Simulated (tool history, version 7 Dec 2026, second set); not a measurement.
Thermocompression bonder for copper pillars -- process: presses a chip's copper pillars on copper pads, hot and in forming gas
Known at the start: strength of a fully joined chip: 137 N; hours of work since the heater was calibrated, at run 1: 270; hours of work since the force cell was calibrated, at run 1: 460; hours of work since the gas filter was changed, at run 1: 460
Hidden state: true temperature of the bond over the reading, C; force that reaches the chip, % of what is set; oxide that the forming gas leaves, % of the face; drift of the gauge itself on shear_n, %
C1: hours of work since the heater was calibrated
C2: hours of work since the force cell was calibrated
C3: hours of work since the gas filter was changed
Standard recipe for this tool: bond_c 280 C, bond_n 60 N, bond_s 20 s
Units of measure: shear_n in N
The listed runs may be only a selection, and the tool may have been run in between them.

run 1 hour=0 | bond_c=280 bond_n=60 bond_s=20 | C1=270 C2=460 C3=460 | shear_n=51.1
run 2 hour=28.1 | bond_c=280 bond_n=60 bond_s=20 | C1=286 C2=475 C3=475 | shear_n=50.6
-- hour=32.5 forming gas filter changed
run 3 hour=53.2 | bond_c=280 bond_n=60 bond_s=20 | C1=299 C2=489 C3=11 | shear_n=55.7
run 4 hour=68.7 | bond_c=280 bond_n=60 bond_s=20 | C1=308 C2=498 C3=20 | shear_n=55.8
run 5 hour=88.9 | bond_c=280 bond_n=60 bond_s=20 | C1=319 C2=509 C3=31 | shear_n=54.4
run 6 hour=110 | bond_c=280 bond_n=60 bond_s=20 | C1=331 C2=520 C3=43 | shear_n=55.2
run 7 hour=123.1 | bond_c=280 bond_n=60 bond_s=20 | C1=338 C2=528 C3=50 | shear_n=55.3
run 8 hour=144.7 | bond_c=280 bond_n=71 bond_s=20 | C1=350 C2=540 C3=62 | shear_n=62.6
run 9 hour=163.2 | bond_c=280 bond_n=51 bond_s=11 | C1=360 C2=550 C3=72 | shear_n=36.1
-- hour=166 force cell calibrated
run 10 hour=193.2 | bond_c=280 bond_n=51 bond_s=11 | C1=376 C2=15 C3=88 | shear_n=34.9
run 11 hour=214.9 | bond_c=280 bond_n=51 bond_s=11 | C1=388 C2=27 C3=100 | shear_n=36.7
run 12 hour=238.3 | bond_c=280 bond_n=51 bond_s=43 | C1=401 C2=40 C3=113 | shear_n=61.3
run 13 hour=253.4 | bond_c=266 bond_n=52 bond_s=43 | C1=409 C2=48 C3=121 | shear_n=49.6
run 14 hour=279.7 | bond_c=266 bond_n=52 bond_s=43 | C1=424 C2=63 C3=136 | shear_n=49.2
run 15 hour=295.6 | bond_c=266 bond_n=52 bond_s=43 | C1=433 C2=72 C3=145 | shear_n=49.2

Forecast each of these 4 alternatives for the next run:
-- hour=311.1 force cell calibrated, once more
run A hour=311.1 | bond_c=299 bond_n=45 bond_s=22 | C1=440 C2=0 C3=153 | shear_n=?
-- hour=311.1 force cell calibrated, once more
run B hour=311.1 | bond_c=272 bond_n=52 bond_s=13 | C1=440 C2=0 C3=153 | shear_n=?
-- hour=311.1 force cell calibrated, once more
run C hour=311.1 | bond_c=307 bond_n=75 bond_s=43 | C1=440 C2=0 C3=153 | shear_n=?
-- hour=311.1 force cell calibrated, once more
run D hour=311.1 | bond_c=263 bond_n=65 bond_s=47 | C1=440 C2=0 C3=153 | shear_n=?

run=A shear_n=58.7
run=B shear_n=36.2
run=C shear_n=106.8
run=D shear_n=63.4
Take away the tool's hidden state, keep each run's random variation, and the runs would have read:
run=A shear_n=63.3
run=B shear_n=39.3
run=C shear_n=113.1
run=D shear_n=68.5
